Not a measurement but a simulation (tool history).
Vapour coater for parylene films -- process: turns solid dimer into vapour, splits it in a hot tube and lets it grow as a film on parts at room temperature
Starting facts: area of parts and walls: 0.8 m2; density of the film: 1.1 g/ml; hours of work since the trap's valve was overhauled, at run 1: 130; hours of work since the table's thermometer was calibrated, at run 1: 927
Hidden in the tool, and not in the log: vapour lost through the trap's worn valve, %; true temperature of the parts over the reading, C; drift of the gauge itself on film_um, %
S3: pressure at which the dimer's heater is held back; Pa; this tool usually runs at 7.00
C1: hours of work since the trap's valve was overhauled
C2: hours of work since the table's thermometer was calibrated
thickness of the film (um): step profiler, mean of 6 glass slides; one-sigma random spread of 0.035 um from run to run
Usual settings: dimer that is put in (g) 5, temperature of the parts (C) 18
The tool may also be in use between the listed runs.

{"run": 1, "day": 0.0, "dimer that is put in (g)": 5, "temperature of the parts (C)": 18, "S3": 7.0, "C1": 130, "C2": 927, "thickness of the film (um)": 3.59}
{"run": 2, "day": 1.217, "dimer that is put in (g)": 5, "temperature of the parts (C)": 20, "S3": 7.0, "C1": 151, "C2": 948, "thickness of the film (um)": 3.49}
{"run": 3, "day": 2.333, "dimer that is put in (g)": 5, "temperature of the parts (C)": 18, "S3": 7.0, "C1": 170, "C2": 967, "thickness of the film (um)": 3.59}
{"run": 4, "day": 3.492, "dimer that is put in (g)": 2, "temperature of the parts (C)": 18, "S3": 7.0, "C1": 190, "C2": 987, "thickness of the film (um)": 1.41}
{"run": 5, "day": 4.638, "dimer that is put in (g)": 2, "temperature of the parts (C)": 18, "S3": 7.0, "C1": 209, "C2": 1006, "thickness of the film (um)": 1.42}
{"run": 6, "day": 5.2, "dimer that is put in (g)": 2, "temperature of the parts (C)": 18, "S3": 7.0, "C1": 219, "C2": 1016, "thickness of the film (um)": 1.45}
{"run": 7, "day": 6.15, "dimer that is put in (g)": 2, "temperature of the parts (C)": 18, "S3": 7.0, "C1": 235, "C2": 1032, "thickness of the film (um)": 1.41}
{"run": 8, "day": 6.75, "dimer that is put in (g)": 2, "temperature of the parts (C)": 18, "S3": 3.62, "C1": 245, "C2": 1042, "thickness of the film (um)": 1.57}
{"run": 9, "day": 7.875, "dimer that is put in (g)": 8, "temperature of the parts (C)": 24, "S3": 9.09, "C1": 265, "C2": 1061, "thickness of the film (um)": 4.99}
{"run": 10, "day": 8.958, "dimer that is put in (g)": 8, "temperature of the parts (C)": 24, "S3": 9.09, "C1": 283, "C2": 1080, "thickness of the film (um)": 4.93}
{"run": 11, "day": 9.688, "dimer that is put in (g)": 9, "temperature of the parts (C)": 18, "S3": 6.31, "C1": 295, "C2": 1092, "thickness of the film (um)": 6.58}
{"run": 12, "day": 10.396, "dimer that is put in (g)": 9, "temperature of the parts (C)": 18, "S3": 6.31, "C1": 308, "C2": 1104, "thickness of the film (um)": 6.48}
{"run": 13, "day": 11.275, "dimer that is put in (g)": 8, "temperature of the parts (C)": 16, "S3": 5.74, "C1": 323, "C2": 1119, "thickness of the film (um)": 6.05}
{"run": 14, "day": 11.896, "dimer that is put in (g)": 5, "temperature of the parts (C)": 29, "S3": 3.11, "C1": 333, "C2": 1130, "thickness of the film (um)": 3.32}

3 ways to go on from here, each from the tool as it stands after run 14. What would each give?
{"run": "A", "day": 13.104, "dimer that is put in (g)": 9, "temperature of the parts (C)": 29, "S3": 3.23, "C1": 354, "C2": 1151, "thickness of the film (um)": "?"}
{"run": "B", "day": 13.104, "dimer that is put in (g)": 5, "temperature of the parts (C)": 20, "S3": 7.0, "C1": 354, "C2": 1151, "thickness of the film (um)": "?"}
{"run": "C", "day": 13.104, "dimer that is put in (g)": 2, "temperature of the parts (C)": 12, "S3": 4.68, "C1": 354, "C2": 1151, "thickness of the film (um)": "?"}

run=A thickness_of_the_film_(um)=6.18
run=B thickness_of_the_film_(um)=3.42
run=C thickness_of_the_film_(um)=1.67
Had the tool no hidden state, the same runs would have come out as:
run=A thickness_of_the_film_(um)=6.20
run=B thickness_of_the_film_(um)=3.43
run=C thickness_of_the_film_(um)=1.68

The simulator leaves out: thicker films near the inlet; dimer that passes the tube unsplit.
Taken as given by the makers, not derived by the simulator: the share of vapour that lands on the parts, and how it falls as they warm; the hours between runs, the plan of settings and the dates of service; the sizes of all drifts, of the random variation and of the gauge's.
